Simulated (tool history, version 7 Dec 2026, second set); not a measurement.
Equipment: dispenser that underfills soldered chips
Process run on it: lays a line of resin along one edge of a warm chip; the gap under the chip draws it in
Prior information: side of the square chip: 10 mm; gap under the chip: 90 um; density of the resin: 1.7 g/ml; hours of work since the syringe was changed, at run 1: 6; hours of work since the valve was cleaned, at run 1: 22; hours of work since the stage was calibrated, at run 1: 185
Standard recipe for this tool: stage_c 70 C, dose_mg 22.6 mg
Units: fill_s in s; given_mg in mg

run   hour  stage_c  dose_mg  hours of work since the syringe was changed  hours of work since the valve was cleaned  hours of work since the stage was calibrated  fill_s  given_mg
  1    0.0       70     22.6                                            6                                         22                                           185    57.4     22.49
  2    4.2       70     22.6                                            9                                         25                                           188    64.8     22.30
       7.2  -- new syringe of resin
  3    9.4       70     20.6                                            2                                         29                                           192    48.1     20.29
  4   15.1       77     22.6                                            6                                         33                                           196    46.8     22.51
  5   19.0       81     22.6                                            9                                         36                                           199    46.5     22.32
      21.8  -- new syringe of resin
  6   22.8       81     22.6                                            1                                         39                                           202    30.1     22.13
  7   26.3       81     22.6                                            4                                         42                                           205    34.9     22.43
  8   31.8       81     22.6                                            8                                         46                                           209    43.1     22.20
      36.0  -- new syringe of resin
  9   36.5       81     22.6                                            0                                         49                                           212    30.5     22.19
 10   41.0       70     22.6                                            4                                         53                                           216    52.5     22.15
 11   44.2       70     22.6                                            6                                         55                                           218    57.7     22.17
 12   48.2       70     22.6                                           10                                         59                                           221    67.7     22.05
      50.6  -- new syringe of resin
 13   54.4       70     22.6                                            3                                         63                                           226    49.2     21.95
 14   58.5       70     22.6                                            6                                         66                                           229    56.7     22.04
 15   63.2       70     22.6                                           10                                         70                                           233    67.1     21.95
      65.1  -- new syringe of resin
 16   67.7       70     22.6                                            2                                         73                                           236    47.3     22.03
 17   72.9       60     20.2                                            6                                         77                                           240    80.1     19.58
 18   75.6       77     23.4                                            8                                         79                                           242    48.2     22.85
      79.5  -- new syringe of resin
 19   81.4       76     27.3                                            1                                         84                                           246    37.2     26.58
 20   86.8       60     19.3                                            6                                         88                                           251    81.4     18.58
 21   89.9       58     26.9                                            8                                         90                                           253    89.5     26.15
      94.0  -- new syringe of resin
 22   94.8       76     22.1                                            1                                         94                                           257    36.1     21.38
 23   97.5       76     22.1                                            3                                         96                                           259    40.6     21.44
 24  100.5       79     27.6                                            5                                         98                                           261    40.3     26.38
 25  105.2       79     27.6                                            9                                        102                                           265    46.1     26.70
 26  107.8       79     25.9                                           11                                        104                                           267    50.5     24.98
     108.5  -- new syringe of resin
 27  110.5       69     27.2                                            2                                        106                                           269    46.4     26.24
 28  116.4       69     26.4                                            6                                        110                                           273    57.5     25.48
 29  121.9       57     23.3                                           10                                        115                                           277   106.6     22.38
     123.1  -- new syringe of resin
 30  126.5       63     22.6                                            3                                        118                                           281    62.4     21.56
 31  132.0       58     19.3                                            7                                        122                                           285    95.8     18.42

Hidden state at the last listed run before each entry between runs and at the first one after, where it differs:
Logged between run 2 and run 3: new syringe of resin (hour 7.2)
  resin's viscosity, % of fresh resin's: 150.1 -> 109.8; dose that the valve gives, % of what is set: 99.18 -> 99.05; true chip temperature over the reading, C: 0.78 -> 0.79
  measured value less the no-hidden-state value, fill_s: +20.5 -> +3.3 s; given_mg: -0.18 -> -0.20 mg
Logged between run 5 and run 6: new syringe of resin (hour 21.8)
  resin's viscosity, % of fresh resin's: 154.7 -> 103.1; dose that the valve gives, % of what is set: 98.77 -> 98.67
  measured value less the no-hidden-state value, fill_s: +15.7 -> +0.2 s; given_mg: -0.28 -> -0.30 mg
Logged between run 8 and run 9: new syringe of resin (hour 36.0)
  resin's viscosity, % of fresh resin's: 141.9 -> 103; dose that the valve gives, % of what is set: 98.41 -> 98.29; true chip temperature over the reading, C: 0.85 -> 0.86
  measured value less the no-hidden-state value, fill_s: +12.1 -> +0.2 s; given_mg: -0.36 -> -0.39 mg
Logged between run 12 and run 13: new syringe of resin (hour 50.6)
  resin's viscosity, % of fresh resin's: 156.3 -> 113.8; dose that the valve gives, % of what is set: 97.95 -> 97.77; true chip temperature over the reading, C: 0.89 -> 0.91
  measured value less the no-hidden-state value, fill_s: +23.2 -> +4.9 s; given_mg: -0.46 -> -0.50 mg
Logged between run 15 and run 16: new syringe of resin (hour 65.1)
  resin's viscosity, % of fresh resin's: 155.5 -> 108.2; dose that the valve gives, % of what is set: 97.5 -> 97.38; true chip temperature over the reading, C: 0.93 -> 0.94
  measured value less the no-hidden-state value, fill_s: +22.6 -> +2.4 s; given_mg: -0.57 -> -0.60 mg
Logged between run 18 and run 19: new syringe of resin (hour 79.5)
  resin's viscosity, % of fresh resin's: 143.4 -> 107.3; dose that the valve gives, % of what is set: 97.15 -> 96.99; true chip temperature over the reading, C: 0.96 -> 0.98
  measured value less the no-hidden-state value, fill_s: +13.8 -> +1.5 s; given_mg: -0.67 -> -0.83 mg
Logged between run 21 and run 22: new syringe of resin (hour 94.0)
  resin's viscosity, % of fresh resin's: 145 -> 103.9; dose that the valve gives, % of what is set: 96.74 -> 96.61; true chip temperature over the reading, C: 1 -> 1.01
  measured value less the no-hidden-state value, fill_s: +25.8 -> +0.5 s; given_mg: -0.87 -> -0.75 mg
Logged between run 26 and run 27: new syringe of resin (hour 108.5)
  resin's viscosity, % of fresh resin's: 164.6 -> 107; dose that the valve gives, % of what is set: 96.25 -> 96.18
  measured value less the no-hidden-state value, fill_s: +19.0 -> +1.6 s; given_mg: -0.97 -> -1.04 mg
Logged between run 29 and run 30: new syringe of resin (hour 123.1)
  resin's viscosity, % of fresh resin's: 160.4 -> 115.6; dose that the valve gives, % of what is set: 95.84 -> 95.72; true chip temperature over the reading, C: 1.08 -> 1.09
  measured value less the no-hidden-state value, fill_s: +38.1 -> +6.8 s; given_mg: -0.97 -> -0.97 mg
